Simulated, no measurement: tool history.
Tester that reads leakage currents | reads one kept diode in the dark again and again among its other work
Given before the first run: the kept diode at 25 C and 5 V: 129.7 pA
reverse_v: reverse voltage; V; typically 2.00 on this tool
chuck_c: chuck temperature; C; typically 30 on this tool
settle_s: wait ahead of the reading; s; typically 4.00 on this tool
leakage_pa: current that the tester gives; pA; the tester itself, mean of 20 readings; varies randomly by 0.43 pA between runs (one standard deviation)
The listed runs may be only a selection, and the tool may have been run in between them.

run 1 day=0.000 | reverse_v=2.00 chuck_c=30 settle_s=4.00 | leakage_pa=153.99
run 2 day=1.158 | reverse_v=2.00 chuck_c=30 settle_s=2.39 | leakage_pa=153.49
run 3 day=2.025 | reverse_v=2.00 chuck_c=30 settle_s=4.00 | leakage_pa=155.12
run 4 day=3.167 | reverse_v=2.00 chuck_c=30 settle_s=5.91 | leakage_pa=154.41
run 5 day=4.808 | reverse_v=2.00 chuck_c=30 settle_s=4.00 | leakage_pa=154.56
run 6 day=6.729 | reverse_v=2.00 chuck_c=30 settle_s=4.00 | leakage_pa=154.52
run 7 day=7.621 | reverse_v=2.00 chuck_c=30 settle_s=4.00 | leakage_pa=154.90
run 8 day=9.462 | reverse_v=2.00 chuck_c=30 settle_s=4.00 | leakage_pa=154.06
run 9 day=11.275 | reverse_v=2.00 chuck_c=30 settle_s=4.00 | leakage_pa=153.86
run 10 day=12.512 | reverse_v=2.00 chuck_c=30 settle_s=4.00 | leakage_pa=154.63
-- day=12.742 chuck's temperature calibrated
run 11 day=13.658 | reverse_v=14.67 chuck_c=30 settle_s=4.00 | leakage_pa=342.84
run 12 day=14.983 | reverse_v=1.30 chuck_c=30 settle_s=4.00 | leakage_pa=134.88
run 13 day=15.888 | reverse_v=1.30 chuck_c=30 settle_s=4.00 | leakage_pa=135.08
run 14 day=17.554 | reverse_v=2.00 chuck_c=42 settle_s=4.00 | leakage_pa=425.10
run 15 day=19.529 | reverse_v=2.00 chuck_c=30 settle_s=4.00 | leakage_pa=158.28
-- day=20.871 chuck's temperature calibrated, once more
run 16 day=20.871 | reverse_v=2.00 chuck_c=30 settle_s=4.00 | leakage_pa=148.06
run 17 day=22.575 | reverse_v=2.00 chuck_c=30 settle_s=4.00 | leakage_pa=147.79
run 18 day=24.350 | reverse_v=14.38 chuck_c=57 settle_s=4.00 | leakage_pa=2563.02
run 19 day=25.483 | reverse_v=4.40 chuck_c=30 settle_s=1.29 | leakage_pa=200.47
run 20 day=26.412 | reverse_v=2.00 chuck_c=58 settle_s=2.08 | leakage_pa=1363.17
run 21 day=27.654 | reverse_v=2.00 chuck_c=58 settle_s=2.08 | leakage_pa=1365.80
run 22 day=28.633 | reverse_v=2.00 chuck_c=58 settle_s=2.08 | leakage_pa=1362.54
run 23 day=30.254 | reverse_v=8.17 chuck_c=30 settle_s=0.45 | leakage_pa=261.85
run 24 day=31.275 | reverse_v=16.20 chuck_c=26 settle_s=0.45 | leakage_pa=258.98
run 25 day=32.292 | reverse_v=16.20 chuck_c=26 settle_s=0.45 | leakage_pa=259.85
run 26 day=33.150 | reverse_v=15.80 chuck_c=30 settle_s=1.29 | leakage_pa=339.62
run 27 day=34.029 | reverse_v=1.11 chuck_c=29 settle_s=0.85 | leakage_pa=110.75
-- day=35.342 probe card cleaned and baked
run 28 day=35.567 | reverse_v=1.11 chuck_c=29 settle_s=0.85 | leakage_pa=107.17
run 29 day=37.004 | reverse_v=3.96 chuck_c=32 settle_s=0.39 | leakage_pa=221.20
run 30 day=38.200 | reverse_v=2.00 chuck_c=30 settle_s=1.31 | leakage_pa=145.45

What would each run have given without the hidden state, its run-to-run variation left as it was?
Hidden state present: stray current of the dirty probe card, pA a volt; current scale over the true one, %; true chuck temperature over the reading, C; drift of the gauge itself on leakage_pa, %.
run=1 leakage_pa=146.50
run=2 leakage_pa=145.97
run=3 leakage_pa=147.47
run=4 leakage_pa=146.72
run=5 leakage_pa=146.78
run=6 leakage_pa=146.64
run=7 leakage_pa=146.96
run=8 leakage_pa=146.06
run=9 leakage_pa=145.77
run=10 leakage_pa=146.44
run=11 leakage_pa=298.08
run=12 leakage_pa=125.89
run=13 leakage_pa=126.04
run=14 leakage_pa=402.18
run=15 leakage_pa=146.56
run=16 leakage_pa=146.53
run=17 leakage_pa=146.18
run=18 leakage_pa=2572.47
run=19 leakage_pa=194.29
run=20 leakage_pa=1379.96
run=21 leakage_pa=1382.29
run=22 leakage_pa=1378.75
run=23 leakage_pa=247.51
run=24 leakage_pa=226.16
run=25 leakage_pa=226.72
run=26 leakage_pa=308.49
run=27 leakage_pa=109.95
run=28 leakage_pa=108.87
run=29 leakage_pa=224.48
run=30 leakage_pa=147.59
